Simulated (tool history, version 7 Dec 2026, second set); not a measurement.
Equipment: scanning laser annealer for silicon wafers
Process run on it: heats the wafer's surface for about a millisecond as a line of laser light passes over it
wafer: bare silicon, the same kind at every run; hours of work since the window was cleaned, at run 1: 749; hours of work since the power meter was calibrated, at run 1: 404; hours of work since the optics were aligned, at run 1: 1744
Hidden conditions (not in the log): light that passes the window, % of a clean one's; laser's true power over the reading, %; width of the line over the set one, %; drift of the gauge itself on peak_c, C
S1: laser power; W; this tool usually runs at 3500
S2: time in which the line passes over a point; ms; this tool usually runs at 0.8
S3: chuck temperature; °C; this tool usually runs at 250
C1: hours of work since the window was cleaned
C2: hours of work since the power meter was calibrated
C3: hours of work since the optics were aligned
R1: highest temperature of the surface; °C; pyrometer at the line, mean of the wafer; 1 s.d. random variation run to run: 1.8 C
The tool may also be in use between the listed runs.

| run | hour | S1 | S2 | S3 | C1 | C2 | C3 | R1 |
|---|---|---|---|---|---|---|---|---|
| 1 | 0 | 3500 | 0.8 | 250 | 749 | 404 | 1744 | 946 |
| 2 | 16.3 | 3500 | 0.8 | 250 | 757 | 411 | 1752 | 942 |
| 3 | 27.1 | 3500 | 0.8 | 250 | 761 | 416 | 1756 | 946 |
| 4 | 45.3 | 3500 | 0.8 | 250 | 770 | 425 | 1765 | 942 |
| 5 | 61.7 | 3500 | 0.8 | 262 | 777 | 432 | 1772 | 955 |
| 6 | 75.4 | 3764 | 0.8 | 262 | 783 | 438 | 1778 | 1018 |
| 7 | 96.4 | 3500 | 0.8 | 280 | 793 | 448 | 1788 | 973 |
| 8 | 106.7 | 3500 | 0.8 | 280 | 798 | 452 | 1793 | 970 |
| 9 | 127.7 | 3166 | 0.8 | 280 | 807 | 462 | 1802 | 893 |
| 10 | 148.9 | 3500 | 0.8 | 232 | 817 | 472 | 1812 | 924 |
| 11 | 167.8 | 3500 | 0.8 | 250 | 825 | 480 | 1820 | 940 |
| 12 | 185 | 3500 | 0.8 | 250 | 833 | 488 | 1828 | 945 |
| 13 | 205.1 | 3058 | 0.8 | 250 | 842 | 497 | 1837 | 834 |
| 14 | 220.4 | 3500 | 0.8 | 250 | 849 | 504 | 1844 | 942 |
|  | 239.5 | optics aligned, line set to its width |
| 15 | 240.6 | 3500 | 0.8 | 250 | 856 | 511 | 0 | 965 |
| 16 | 252.3 | 3501 | 0.8 | 252 | 861 | 516 | 6 | 966 |
| 17 | 274.4 | 3500 | 0.617 | 256 | 871 | 526 | 16 | 896 |
| 18 | 289 | 3500 | 0.695 | 279 | 878 | 533 | 22 | 951 |
| 19 | 309.4 | 3500 | 0.695 | 269 | 887 | 542 | 32 | 939 |
| 20 | 330.3 | 3500 | 0.695 | 269 | 897 | 552 | 41 | 939 |
| 21 | 342.6 | 3500 | 0.695 | 269 | 902 | 557 | 47 | 941 |
| 22 | 357.5 | 3138 | 0.605 | 250 | 909 | 564 | 54 | 806 |
| 23 | 374.5 | 3138 | 0.605 | 250 | 917 | 572 | 61 | 807 |
| 24 | 395.4 | 3138 | 0.605 | 250 | 926 | 581 | 71 | 805 |
|  | 407.3 | window over the wafer cleaned |
| 25 | 410.1 | 3500 | 0.678 | 213 | 1 | 587 | 76 | 890 |
| 26 | 431.7 | 3500 | 0.678 | 213 | 11 | 597 | 86 | 891 |
| 27 | 451.3 | 3500 | 0.678 | 213 | 20 | 606 | 95 | 889 |
| 28 | 470.5 | 3500 | 0.76 | 220 | 29 | 614 | 104 | 928 |

What if the next run were any one of these 3? Each begins from the tool's condition after run 28:
| A | 483.6 | 3719 | 0.987 | 282 | 35 | 620 | 110 | ? |
| B | 483.6 | 3594 | 0.76 | 220 | 35 | 620 | 110 | ? |
| C | 483.6 | 3192 | 0.582 | 232 | 35 | 620 | 110 | ? |

| run | R1 |
|---|---|
| A | 1140 |
| B | 953 |
| C | 799 |
The same runs, with their run-to-run variation unchanged, on a tool lacking any hidden condition would have given:
| run | R1 |
|---|---|
| A | 1148 |
| B | 959 |
| C | 804 |

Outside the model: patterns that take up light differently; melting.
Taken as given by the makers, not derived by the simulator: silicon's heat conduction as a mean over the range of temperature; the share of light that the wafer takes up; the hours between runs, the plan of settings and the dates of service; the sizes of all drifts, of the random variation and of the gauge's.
